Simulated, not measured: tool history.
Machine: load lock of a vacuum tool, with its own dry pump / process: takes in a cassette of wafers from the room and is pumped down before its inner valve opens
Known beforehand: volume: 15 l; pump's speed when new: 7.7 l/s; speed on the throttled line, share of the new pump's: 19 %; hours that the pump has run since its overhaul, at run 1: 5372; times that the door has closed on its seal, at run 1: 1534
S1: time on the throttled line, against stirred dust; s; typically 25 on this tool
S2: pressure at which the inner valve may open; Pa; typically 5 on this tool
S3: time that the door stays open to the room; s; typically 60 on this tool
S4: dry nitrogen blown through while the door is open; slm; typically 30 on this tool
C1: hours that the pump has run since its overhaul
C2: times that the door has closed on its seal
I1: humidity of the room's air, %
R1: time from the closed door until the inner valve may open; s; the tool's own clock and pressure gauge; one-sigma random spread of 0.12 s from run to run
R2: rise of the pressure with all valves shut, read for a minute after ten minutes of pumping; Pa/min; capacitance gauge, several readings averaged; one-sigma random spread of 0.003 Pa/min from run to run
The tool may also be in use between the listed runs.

run,hour,S1,S2,S3,S4,C1,C2,I1,R1,R2
1,0.0,25,5,60,30,5372,1534,48.3,41.5,0.034
2,327.7,25,5,60,30,5699,2352,45.5,41.2,0.030
3,518.9,25,5,60,30,5891,2830,42.7,41.6,0.030
4,857.7,25,5,60,30,6229,3677,45.1,41.7,0.040
5,1137.7,25,5,60,30,6509,4377,43.6,41.5,0.039
6,1312.2,17,5,60,30,6684,4813,45.1,35.4,0.039
7,1642.2,17,5,60,30,7014,5637,41.2,35.3,0.046
8,1955.1,25,5,60,30,7327,6419,40.5,42.1,0.041
9,2205.9,25,7,60,30,7578,7046,46.5,40.9,0.051
10,2566.5,25,7,60,30,7938,7947,45.2,40.8,0.053
11,2799.4,25,7,60,30,8171,8529,46.7,41.2,0.048
12,3076.2,25,5,60,30,8448,9221,45.0,42.0,0.058
13,3447.9,25,5,212,30,8820,10150,43.5,42.1,0.080
14,3636.1,25,5,212,30,9008,10620,46.9,41.9,0.090
15,3956.0,25,5,212,30,9328,11419,44.6,42.2,0.084
16,4238.0,25,5,212,30,9610,12124,50.7,42.2,0.091
17,4512.3,25,5,212,30,9884,12810,44.8,42.2,0.095
# hour 4714.8: dry pump taken out, an overhauled one fitted
18,4883.7,25,5,60,30,169,13723,45.8,40.0,0.087
19,5169.5,25,10,60,20,455,14437,46.8,38.6,0.088
20,5430.4,25,10,60,20,716,15089,43.3,38.4,0.099
21,5634.4,13,10,48,20,920,15599,45.1,29.0,0.092
22,5802.5,46,5,60,30,1088,16019,45.2,57.1,0.093
23,6102.6,44,6,49,30,1388,16769,44.0,55.0,0.101
24,6406.6,44,6,49,30,1692,17528,42.7,54.9,0.094
25,6665.3,25,5,158,33,1950,18175,41.9,40.1,0.116
26,6860.1,25,5,158,33,2145,18661,45.7,40.1,0.118
27,7037.4,26,8,28,30,2323,19105,48.0,39.7,0.105
28,7313.2,25,10,60,7,2598,19794,46.6,38.8,0.141
29,7512.2,13,6,60,10,2797,20291,44.5,30.2,0.140
30,7871.6,24,6,60,20,3157,21189,43.6,39.1,0.130
31,8137.2,24,6,60,20,3422,21853,46.5,39.2,0.139
32,8425.2,24,6,60,20,3710,22573,44.7,39.5,0.141
33,8588.8,24,6,60,20,3874,22982,43.6,39.4,0.134
34,8945.9,24,6,60,20,4231,23874,43.3,39.4,0.142
35,9113.2,30,5,44,28,4398,24292,44.6,44.5,0.140
36,9484.6,19,5,55,30,4770,25220,46.2,35.8,0.157

Each row is a separate what-if for the run after 36, all from the same tool condition, not one after another. Results?
A,9791.3,12,5,145,12,5076,25986,48.4,?,?
B,9791.3,19,5,102,30,5076,25986,40.6,?,?
C,9791.3,19,5,111,30,5076,25986,45.2,?,?

run,R1,R2
A,30.3,0.192
B,35.9,0.160
C,36.1,0.166
Take away the tool's hidden state, keep each run's random variation, and the runs would have read:
run,R1,R2
A,29.4,0.062
B,35.1,0.026
C,35.3,0.031
